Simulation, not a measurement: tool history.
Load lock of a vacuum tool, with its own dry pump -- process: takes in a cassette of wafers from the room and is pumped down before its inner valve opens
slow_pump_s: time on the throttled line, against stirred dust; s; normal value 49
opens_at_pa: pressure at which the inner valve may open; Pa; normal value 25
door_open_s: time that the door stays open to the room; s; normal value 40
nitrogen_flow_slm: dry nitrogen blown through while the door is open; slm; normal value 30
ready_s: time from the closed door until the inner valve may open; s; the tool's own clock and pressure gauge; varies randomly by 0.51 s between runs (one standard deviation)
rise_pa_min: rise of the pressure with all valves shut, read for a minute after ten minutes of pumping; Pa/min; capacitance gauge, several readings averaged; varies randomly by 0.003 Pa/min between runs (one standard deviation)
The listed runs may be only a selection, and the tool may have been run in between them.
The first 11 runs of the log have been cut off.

| run | hour | slow_pump_s | opens_at_pa | door_open_s | nitrogen_flow_slm | incoming humidity of the room's air, % | ready_s | rise_pa_min |
|---|---|---|---|---|---|---|---|---|
| 12 | 5827.5 | 31 | 37 | 40 | 10 | 44.6 | 55.8 | 0.25 |
| 13 | 6428.6 | 49 | 25 | 40 | 30 | 47.1 | 73.4 | 0.261 |
| 14 | 6802.9 | 49 | 25 | 40 | 30 | 44.6 | 73.6 | 0.261 |
| 15 | 7479.1 | 49 | 25 | 40 | 30 | 43.8 | 73.1 | 0.289 |
|  | 7914.8 | dry pump taken out, an overhauled one fitted |
| 16 | 8000.6 | 49 | 25 | 40 | 30 | 46.5 | 68 | 0.296 |
| 17 | 8531.9 | 49 | 25 | 40 | 30 | 43.4 | 69.3 | 0.305 |
| 18 | 9026.6 | 49 | 25 | 40 | 30 | 46.9 | 69.7 | 0.32 |
| 19 | 9525.1 | 32 | 25 | 29 | 9 | 44.5 | 54.6 | 0.335 |
| 20 | 10090.4 | 40 | 24 | 214 | 9 | 43.4 | 62.7 | 0.373 |
| 21 | 10440.3 | 40 | 24 | 214 | 9 | 44.7 | 62 | 0.383 |
| 22 | 10859 | 56 | 25 | 40 | 13 | 43.4 | 76.4 | 0.377 |
| 23 | 11415.6 | 49 | 25 | 36 | 14 | 45.9 | 70.1 | 0.395 |
| 24 | 11901.3 | 28 | 26 | 34 | 26 | 46.1 | 51.6 | 0.387 |
| 25 | 12283.7 | 28 | 26 | 34 | 26 | 44.3 | 51.5 | 0.397 |
| 26 | 12599.6 | 35 | 39 | 195 | 27 | 45.2 | 56.8 | 0.42 |
| 27 | 13286.2 | 88 | 39 | 195 | 13 | 41.1 | 103.3 | 0.443 |
| 28 | 13751.7 | 49 | 28 | 40 | 30 | 44.9 | 70.8 | 0.442 |
| 29 | 14438 | 49 | 28 | 40 | 30 | 46 | 70.1 | 0.468 |
| 30 | 14842.3 | 49 | 40 | 215 | 30 | 44.9 | 70.2 | 0.494 |
| 31 | 15243.3 | 43 | 40 | 215 | 13 | 41.5 | 63.5 | 0.507 |
| 32 | 15903.9 | 43 | 33 | 72 | 13 | 44.2 | 65.3 | 0.498 |
| 33 | 16462.9 | 43 | 33 | 96 | 8 | 46.6 | 65.3 | 0.538 |
| 34 | 16799.6 | 43 | 33 | 96 | 8 | 44.6 | 65.9 | 0.55 |
| 35 | 17085.1 | 43 | 48 | 173 | 8 | 41.5 | 64.5 | 0.568 |
| 36 | 17412.3 | 52 | 25 | 40 | 30 | 42.1 | 74.8 | 0.551 |

Alternative continuations, all from the tool just after run 36; predict every row:
| A | 18068.1 | 77 | 25 | 67 | 6 | 43.8 | ? | ? |
| B | 18068.1 | 49 | 25 | 120 | 6 | 47.5 | ? | ? |
| C | 18068.1 | 49 | 22 | 40 | 45 | 47.4 | ? | ? |

| run | ready_s | rise_pa_min |
|---|---|---|
| A | 97 | 0.587 |
| B | 73.2 | 0.608 |
| C | 73.1 | 0.57 |
Take away the tool's hidden state, keep each run's random variation, and the runs would have read:
| run | ready_s | rise_pa_min |
|---|---|---|
| A | 93.8 | 0.03 |
| B | 69.4 | 0.041 |
| C | 69.3 | 0.013 |
